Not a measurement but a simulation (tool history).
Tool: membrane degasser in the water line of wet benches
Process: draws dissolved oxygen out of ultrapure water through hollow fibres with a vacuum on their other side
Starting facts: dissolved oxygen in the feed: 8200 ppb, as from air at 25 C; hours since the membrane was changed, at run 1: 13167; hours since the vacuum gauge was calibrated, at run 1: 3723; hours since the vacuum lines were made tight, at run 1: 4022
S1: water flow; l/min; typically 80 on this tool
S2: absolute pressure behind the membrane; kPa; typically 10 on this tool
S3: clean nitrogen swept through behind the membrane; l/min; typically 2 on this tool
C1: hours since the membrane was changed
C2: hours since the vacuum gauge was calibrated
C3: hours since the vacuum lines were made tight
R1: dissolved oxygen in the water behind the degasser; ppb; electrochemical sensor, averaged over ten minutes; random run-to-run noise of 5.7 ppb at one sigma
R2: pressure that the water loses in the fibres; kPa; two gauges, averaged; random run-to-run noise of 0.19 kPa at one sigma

run,hour,S1,S2,S3,C1,C2,C3,R1,R2
1,0,80,10,2,13167,3723,4022,569.4,37.22
2,266.9,82,10,2,13433,3990,4289,584.6,38.33
3,540.3,80,10,2,13707,4264,4562,563.3,37.04
4,726.5,55,10,2,13893,4450,4748,391.3,25.59
5,1041.4,80,9.1,2,14208,4765,5063,495.7,37.26
# hour 1068.6: membrane cartridge changed
6,1250.2,80,24,2,182,4970,5268,1459.7,37.11
7,1499.2,80,24,1.82,431,5219,5517,1574.7,37
8,1846.8,50,10,2.44,778,5566,5864,311.4,22.94
9,2096.9,57,7.2,1.33,1028,5816,6115,335.2,26.77
10,2340.7,57,7.2,1.33,1272,6060,6358,343.4,26.72
11,2532.2,108,22.1,1.13,1464,6252,6550,2363.1,50.17

What if the next run were any one of these 5? Each begins from the tool's condition after run 11:
A,2781,78,8.5,1.64,1712,6500,6799,?,?
B,2781,104,7.6,3.08,1712,6500,6799,?,?
C,2781,108,16.2,1.13,1712,6500,6799,?,?
D,2781,80,10,2.33,1712,6500,6799,?,?
E,2781,108,9.2,1.38,1712,6500,6799,?,?

run,R1,R2
A,515.7,36.11
B,420.6,47.98
C,1777.3,50.11
D,510.3,36.97
E,877.4,50.26
What these runs would have given with no unlogged condition in the tool:
run,R1,R2
A,514.8,36.1
B,419.9,47.97
C,1776.3,50.1
D,509.6,36.96
E,876.2,50.25

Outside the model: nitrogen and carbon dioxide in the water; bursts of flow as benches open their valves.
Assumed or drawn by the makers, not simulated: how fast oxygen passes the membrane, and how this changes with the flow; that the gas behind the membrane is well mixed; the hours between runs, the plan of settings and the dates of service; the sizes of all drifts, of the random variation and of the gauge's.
